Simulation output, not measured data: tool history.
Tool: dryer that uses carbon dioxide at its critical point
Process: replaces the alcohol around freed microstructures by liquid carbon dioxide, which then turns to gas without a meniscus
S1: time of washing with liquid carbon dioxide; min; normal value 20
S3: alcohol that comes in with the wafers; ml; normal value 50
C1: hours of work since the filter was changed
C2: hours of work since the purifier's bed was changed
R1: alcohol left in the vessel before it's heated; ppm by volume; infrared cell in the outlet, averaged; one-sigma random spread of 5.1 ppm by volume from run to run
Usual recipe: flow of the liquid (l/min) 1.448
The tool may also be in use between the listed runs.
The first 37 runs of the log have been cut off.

Run 38, hour 256.4: usual settings but S1 19 min, flow of the liquid (l/min) 1.880, S3 75 ml; C1 407; C2 232. Result: R1 71 ppm by volume.
Run 39, hour 261.9: usual settings but S1 18 min, S3 27 ml; C1 410; C2 235. Result: R1 96 ppm by volume.
Run 40, hour 270.9: usual settings but S1 24 min, S3 27 ml; C1 414; C2 240. Result: R1 47 ppm by volume.
Run 41, hour 277.5: usual settings but S1 24 min, S3 27 ml; C1 418; C2 243. Result: R1 40 ppm by volume.
Run 42, hour 284.4: usual settings but S1 24 min, S3 27 ml; C1 422; C2 247. Result: R1 48 ppm by volume.
Run 43, hour 293.1: usual settings but S1 17 min, flow of the liquid (l/min) 1.280, S3 28 ml; C1 427; C2 252. Result: R1 211 ppm by volume.
Run 44, hour 298.7: usual settings but S1 29 min, flow of the liquid (l/min) 2.400; C1 430; C2 255. Result: R1 24 ppm by volume.
Run 45, hour 307.1: usual settings but S1 29 min, flow of the liquid (l/min) 2.400, S3 98 ml; C1 434; C2 260. Result: R1 25 ppm by volume.
Run 46, hour 311.4: usual settings but flow of the liquid (l/min) 1.160; C1 437; C2 262. Result: R1 277 ppm by volume.

Consider 5 possible next runs. They are alternatives, not a sequence: every one starts from the tool as it was left by run 46. What does each give?
At hour 314.4: inlet filter changed.
Run A, hour 321.1: usual settings but S1 16 min; C1 4; C2 267. Result: R1 ?.
At hour 314.4: inlet filter changed.
Run B, hour 321.1: usual settings but S1 14 min, flow of the liquid (l/min) 1.440; C1 4; C2 267. Result: R1 ?.
At hour 314.4: inlet filter changed.
Run C, hour 321.1: usual settings but S1 16 min, flow of the liquid (l/min) 1.910; C1 4; C2 267. Result: R1 ?.
At hour 314.4: inlet filter changed.
Run D, hour 321.1: usual settings but S1 25 min, flow of the liquid (l/min) 1.160, S3 55 ml; C1 4; C2 267. Result: R1 ?.
At hour 314.4: inlet filter changed.
Run E, hour 321.1: usual settings but flow of the liquid (l/min) 1.410; C1 4; C2 267. Result: R1 ?.

run   R1
  A  227
  B  374
  C   86
  D  101
  E  109
Without the tool's unlogged condition, the same runs would have read:
run   R1
  A  202
  B  346
  C   64
  D   79
  E   86
